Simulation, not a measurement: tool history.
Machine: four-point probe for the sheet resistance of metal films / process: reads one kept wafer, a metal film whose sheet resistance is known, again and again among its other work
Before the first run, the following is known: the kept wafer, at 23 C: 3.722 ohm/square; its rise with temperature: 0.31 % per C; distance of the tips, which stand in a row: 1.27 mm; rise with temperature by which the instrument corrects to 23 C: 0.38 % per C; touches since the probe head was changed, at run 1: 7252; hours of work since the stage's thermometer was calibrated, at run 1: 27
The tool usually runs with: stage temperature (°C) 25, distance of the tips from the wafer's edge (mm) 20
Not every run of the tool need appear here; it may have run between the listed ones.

run,day,stage temperature (°C),distance of the tips from the wafer's edge (mm),touches since the probe head was changed,hours of work since the stage's thermometer was calibrated,sheet resistance as the instrument gives it (ohm/square)
1,0,25,20,7252,27,3.723562
2,0.829,25,20,7926,36,3.724992
3,1.712,25,20,8646,46,3.724327
4,2.554,25,20,9330,55,3.724684
5,2.954,25,20,9654,60,3.723517
6,3.708,25,20,10270,68,3.72474
7,4.408,25,20,10838,76,3.724582
8,4.971,25,20,11296,82,3.724441
9,5.925,25,20,12073,92,3.723656
10,6.788,25,20,12772,102,3.724885
11,7.658,25,20,13483,111,3.72383
12,8.429,25,20,14109,120,3.723279
13,9.158,25,3,14699,128,4.040116
14,9.933,25,20,15333,136,3.723904
15,10.658,25,20,15920,144,3.726281
16,11.446,25,20,16563,153,3.724046
17,12.012,25,20,17023,159,3.723952
18,12.742,25,20,17616,167,3.724358
19,13.129,25,36,17929,171,3.717834
20,13.746,25,68,18434,178,3.716848
21,14.429,25,68,18987,185,3.719224
22,14.9,25,68,19370,190,3.717365
23,15.642,25,68,19972,199,3.717502
24,16.129,20,26,20371,204,3.735636
25,16.579,19,5,20737,209,3.859504
26,17.35,19,36,21365,217,3.736016
27,18.175,31,20,22034,226,3.708559
28,18.662,22,17,22430,232,3.735369
29,19.071,35,20,22763,236,3.698366
30,19.825,25,5,23376,244,3.841337
31,20.625,25,5,24026,253,3.841185
32,21.383,19,47,24644,261,3.734303
33,22.004,19,6,25149,268,3.821401
34,22.758,26,10,25763,277,3.745106
35,23.683,26,10,26513,287,3.746578
36,24.588,26,10,27251,297,3.746136
37,25.029,24,26,27610,301,3.724487
38,25.775,30,16,28215,310,3.715483
39,26.571,25,20,28862,318,3.725026
40,27.279,21,6,29439,326,3.814159
41,27.671,19,8,29756,330,3.783167
42,28.15,19,8,30147,336,3.784549
43,28.779,19,8,30658,342,3.78251
44,29.462,19,8,31213,350,3.783535
45,30.242,19,8,31848,358,3.783221

Branching from run 45: 3 alternative next runs. What would each branch give?
A,30.9,23,27,32384,366,?
B,30.9,23,38,32384,366,?
C,30.9,19,5,32384,366,?

run,sheet resistance as the instrument gives it (ohm/square)
A,3.725535
B,3.725877
C,3.859963
Stripped of hidden state, with their random variation kept, the same runs would have yielded:
run,sheet resistance as the instrument gives it (ohm/square)
A,3.725676
B,3.726017
C,3.860108
